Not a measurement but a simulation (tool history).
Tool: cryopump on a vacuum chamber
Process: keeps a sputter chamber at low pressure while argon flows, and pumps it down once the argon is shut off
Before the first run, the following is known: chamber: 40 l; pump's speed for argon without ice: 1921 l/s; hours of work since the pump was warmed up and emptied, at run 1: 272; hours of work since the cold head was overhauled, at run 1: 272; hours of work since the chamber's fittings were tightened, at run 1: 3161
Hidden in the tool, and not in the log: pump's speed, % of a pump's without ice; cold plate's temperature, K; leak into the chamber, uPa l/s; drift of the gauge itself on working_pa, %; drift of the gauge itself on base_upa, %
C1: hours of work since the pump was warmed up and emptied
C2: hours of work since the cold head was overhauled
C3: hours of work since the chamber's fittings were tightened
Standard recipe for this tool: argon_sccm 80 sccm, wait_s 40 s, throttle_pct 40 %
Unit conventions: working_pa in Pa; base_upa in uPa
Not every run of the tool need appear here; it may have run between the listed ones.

run 1 day=0.000 | argon_sccm=80 wait_s=40 throttle_pct=40 | C1=272 C2=272 C3=3161 | working_pa=0.1838 base_upa=2.34
run 2 day=0.458 | argon_sccm=80 wait_s=40 throttle_pct=40 | C1=278 C2=278 C3=3167 | working_pa=0.1834 base_upa=2.33
run 3 day=0.975 | argon_sccm=32 wait_s=40 throttle_pct=40 | C1=285 C2=285 C3=3174 | working_pa=0.0740 base_upa=2.25
run 4 day=1.583 | argon_sccm=80 wait_s=40 throttle_pct=40 | C1=293 C2=293 C3=3182 | working_pa=0.1835 base_upa=2.35
run 5 day=2.383 | argon_sccm=80 wait_s=40 throttle_pct=40 | C1=304 C2=304 C3=3193 | working_pa=0.1820 base_upa=2.38
run 6 day=3.067 | argon_sccm=80 wait_s=40 throttle_pct=40 | C1=313 C2=313 C3=3203 | working_pa=0.1851 base_upa=2.37
run 7 day=3.662 | argon_sccm=80 wait_s=40 throttle_pct=21 | C1=321 C2=321 C3=3211 | working_pa=0.3434 base_upa=2.45
run 8 day=4.379 | argon_sccm=80 wait_s=40 throttle_pct=40 | C1=331 C2=331 C3=3220 | working_pa=0.1861 base_upa=2.36
run 9 day=4.979 | argon_sccm=80 wait_s=40 throttle_pct=40 | C1=339 C2=339 C3=3228 | working_pa=0.1853 base_upa=2.37
run 10 day=5.512 | argon_sccm=143 wait_s=40 throttle_pct=40 | C1=346 C2=346 C3=3236 | working_pa=0.3343 base_upa=2.50
run 11 day=6.192 | argon_sccm=36 wait_s=274 throttle_pct=27 | C1=356 C2=356 C3=3245 | working_pa=0.1211 base_upa=1.40
run 12 day=6.942 | argon_sccm=44 wait_s=40 throttle_pct=40 | C1=366 C2=366 C3=3255 | working_pa=0.1016 base_upa=2.47

What does the tool deliver on the next run?
run 13 day=7.354 | argon_sccm=111 wait_s=158 throttle_pct=59 | C1=371 C2=371 C3=3261 | working_pa=? base_upa=?

{"run 13": {"working_pa": 0.1812, "base_upa": 1.54}}
Take away the tool's hidden state, keep the run-to-run variation as it was, and the same run would have given working_pa 0.1662 Pa, base_upa 0.40 uPa.
